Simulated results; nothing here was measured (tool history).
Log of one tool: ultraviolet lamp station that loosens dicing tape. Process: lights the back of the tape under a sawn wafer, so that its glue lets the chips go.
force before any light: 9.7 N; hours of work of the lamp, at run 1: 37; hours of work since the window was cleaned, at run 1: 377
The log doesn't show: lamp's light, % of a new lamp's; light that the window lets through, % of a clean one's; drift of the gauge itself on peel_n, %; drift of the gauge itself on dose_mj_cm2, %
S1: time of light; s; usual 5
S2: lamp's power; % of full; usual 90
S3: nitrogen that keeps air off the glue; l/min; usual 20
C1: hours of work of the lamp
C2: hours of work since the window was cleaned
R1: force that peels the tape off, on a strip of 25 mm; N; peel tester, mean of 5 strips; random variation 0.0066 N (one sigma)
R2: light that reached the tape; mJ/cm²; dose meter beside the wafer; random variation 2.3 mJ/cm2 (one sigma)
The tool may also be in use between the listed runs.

Run 1, hour 0.0: usual settings; C1 37; C2 377. Result: R1 0.299 N, R2 204 mJ/cm².
Run 2, hour 9.3: usual settings but S3 23 l/min; C1 43; C2 383. Result: R1 0.262 N, R2 198 mJ/cm².
Run 3, hour 24.5: usual settings but S2 80 % of full, S3 23 l/min; C1 52; C2 392. Result: R1 0.355 N, R2 178 mJ/cm².
At hour 30.6: window cleaned of glue's vapour.
Run 4, hour 42.0: usual settings but S2 80 % of full, S3 23 l/min; C1 62; C2 7. Result: R1 0.485 N, R2 158 mJ/cm².
Run 5, hour 59.9: usual settings but S3 10 l/min; C1 73; C2 17. Result: R1 0.870 N, R2 174 mJ/cm².
At hour 64.2: window cleaned of glue's vapour, once more.
Run 6, hour 79.9: usual settings but S3 10 l/min; C1 84; C2 9. Result: R1 0.467 N, R2 231 mJ/cm².
Run 7, hour 90.9: usual settings but S2 66 % of full; C1 91; C2 16. Result: R1 0.451 N, R2 165 mJ/cm².
Run 8, hour 102.3: usual settings but S2 66 % of full; C1 97; C2 23. Result: R1 0.471 N, R2 167 mJ/cm².
Run 9, hour 118.8: usual settings but S2 66 % of full; C1 107; C2 32. Result: R1 0.476 N, R2 165 mJ/cm².
Run 10, hour 137.6: usual settings but S2 66 % of full; C1 118; C2 44. Result: R1 0.502 N, R2 166 mJ/cm².
Run 11, hour 149.3: usual settings but S2 66 % of full; C1 125; C2 51. Result: R1 0.474 N, R2 167 mJ/cm².
Run 12, hour 166.5: usual settings but S3 9 l/min; C1 136; C2 61. Result: R1 0.563 N, R2 220 mJ/cm².
Run 13, hour 183.0: usual settings but S3 9 l/min; C1 145; C2 70. Result: R1 0.575 N, R2 219 mJ/cm².
Run 14, hour 202.4: usual settings but S3 9 l/min; C1 157; C2 82. Result: R1 0.557 N, R2 218 mJ/cm².
Run 15, hour 220.3: usual settings; C1 167; C2 93. Result: R1 0.259 N, R2 214 mJ/cm².
Run 16, hour 230.6: usual settings; C1 174; C2 99. Result: R1 0.248 N, R2 216 mJ/cm².
Run 17, hour 244.8: usual settings but S1 2 s, S2 61 % of full; C1 182; C2 107. Result: R1 3.123 N, R2 60 mJ/cm².
Run 18, hour 261.3: usual settings but S1 3 s, S2 75 % of full, S3 36 l/min; C1 192; C2 117. Result: R1 0.801 N, R2 108 mJ/cm².
Run 19, hour 269.9: usual settings but S1 3 s, S2 75 % of full, S3 36 l/min; C1 197; C2 122. Result: R1 0.838 N, R2 107 mJ/cm².
Run 20, hour 282.0: usual settings but S1 3 s, S2 99 % of full, S3 36 l/min; C1 204; C2 129. Result: R1 0.407 N, R2 137 mJ/cm².
Run 21, hour 294.2: usual settings but S1 3 s, S2 99 % of full, S3 36 l/min; C1 211; C2 136. Result: R1 0.428 N, R2 140 mJ/cm².
Run 22, hour 309.8: usual settings but S1 3 s, S2 99 % of full, S3 26 l/min; C1 221; C2 146. Result: R1 0.575 N, R2 137 mJ/cm².
Run 23, hour 321.7: usual settings but S1 3 s, S2 99 % of full, S3 26 l/min; C1 228; C2 153. Result: R1 0.598 N, R2 138 mJ/cm².
Run 24, hour 340.8: usual settings but S1 3 s, S2 73 % of full, S3 21 l/min; C1 239; C2 164. Result: R1 1.393 N, R2 103 mJ/cm².
Run 25, hour 354.8: usual settings but S1 3 s, S2 73 % of full, S3 21 l/min; C1 247; C2 172. Result: R1 1.421 N, R2 99 mJ/cm².
Run 26, hour 372.2: usual settings but S1 3 s, S2 73 % of full, S3 21 l/min; C1 258; C2 183. Result: R1 1.461 N, R2 100 mJ/cm².
Run 27, hour 382.8: usual settings but S1 2 s, S2 64 % of full, S3 7 l/min; C1 264; C2 189. Result: R1 4.792 N, R2 57 mJ/cm².
Run 28, hour 395.2: usual settings but S1 2 s, S2 64 % of full, S3 7 l/min; C1 271; C2 196. Result: R1 4.695 N, R2 59 mJ/cm².
Run 29, hour 406.8: usual settings but S1 2 s, S2 76 % of full, S3 33 l/min; C1 278; C2 203. Result: R1 1.994 N, R2 70 mJ/cm².

3 ways to go on from here, each from the tool as it stands after run 29. What would each give?
Run A, hour 416.7: usual settings but S1 3 s, S2 65 % of full, S3 33 l/min; C1 284; C2 209. Result: R1 ?, R2 ?.
Run B, hour 416.7: usual settings but S1 4 s, S2 88 % of full, S3 10 l/min; C1 284; C2 209. Result: R1 ?, R2 ?.
Run C, hour 416.7: usual settings but S1 6 s, S2 93 % of full, S3 21 l/min; C1 284; C2 209. Result: R1 ?, R2 ?.

run     R1   R2
  A  1.344   85
  B  1.019  155
  C  0.189  250
Without the tool's hidden state the same runs would have given:
run     R1   R2
  A  0.953  102
  B  0.707  184
  C  0.153  296
